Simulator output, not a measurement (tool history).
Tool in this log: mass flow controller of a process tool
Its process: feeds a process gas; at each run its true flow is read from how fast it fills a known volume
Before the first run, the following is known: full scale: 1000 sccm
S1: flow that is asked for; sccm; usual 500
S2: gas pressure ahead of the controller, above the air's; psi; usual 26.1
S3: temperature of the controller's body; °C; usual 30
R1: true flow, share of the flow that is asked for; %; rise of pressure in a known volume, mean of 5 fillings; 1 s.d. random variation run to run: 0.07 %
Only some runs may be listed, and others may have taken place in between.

run 1 day=0 | S1=500 S2=26.1 S3=30 | R1=100.36
-- day=7.017 controller exchanged for a calibrated one
run 2 day=8.933 | S1=500 S2=26.1 S3=30 | R1=97.6
run 3 day=23.596 | S1=500 S2=26.1 S3=30 | R1=97.72
run 4 day=42.55 | S1=500 S2=26.1 S3=30 | R1=97.92
run 5 day=60.758 | S1=500 S2=26.1 S3=30 | R1=98.08
run 6 day=71.988 | S1=500 S2=26.1 S3=30 | R1=98.14
run 7 day=85.583 | S1=500 S2=32.9 S3=30 | R1=98.48
run 8 day=98.7 | S1=500 S2=32.9 S3=30 | R1=98.59
run 9 day=115.217 | S1=500 S2=26.1 S3=34 | R1=98.09
run 10 day=133.379 | S1=500 S2=26.1 S3=34 | R1=98.11
run 11 day=145.938 | S1=500 S2=26.1 S3=22 | R1=99.19
run 12 day=154.954 | S1=500 S2=26.1 S3=22 | R1=99.27
run 13 day=172.446 | S1=625 S2=35.7 S3=22 | R1=100.29
run 14 day=183.717 | S1=871 S2=26.1 S3=22 | R1=100.46
run 15 day=198.292 | S1=500 S2=26.1 S3=28 | R1=99.02
run 16 day=209.058 | S1=107 S2=26.1 S3=30 | R1=99.99
run 17 day=229.071 | S1=138 S2=23.4 S3=39 | R1=98.78
run 18 day=248.054 | S1=236 S2=23.4 S3=23 | R1=99.47
run 19 day=258.529 | S1=500 S2=28.3 S3=34 | R1=99.06

What will run 20 give?
run 20 day=272.121 | S1=419 S2=32.9 S3=23 | R1=?

R1: 100.21 %
Had the tool carried no hidden state, the very same run would have given R1 98.41 %.
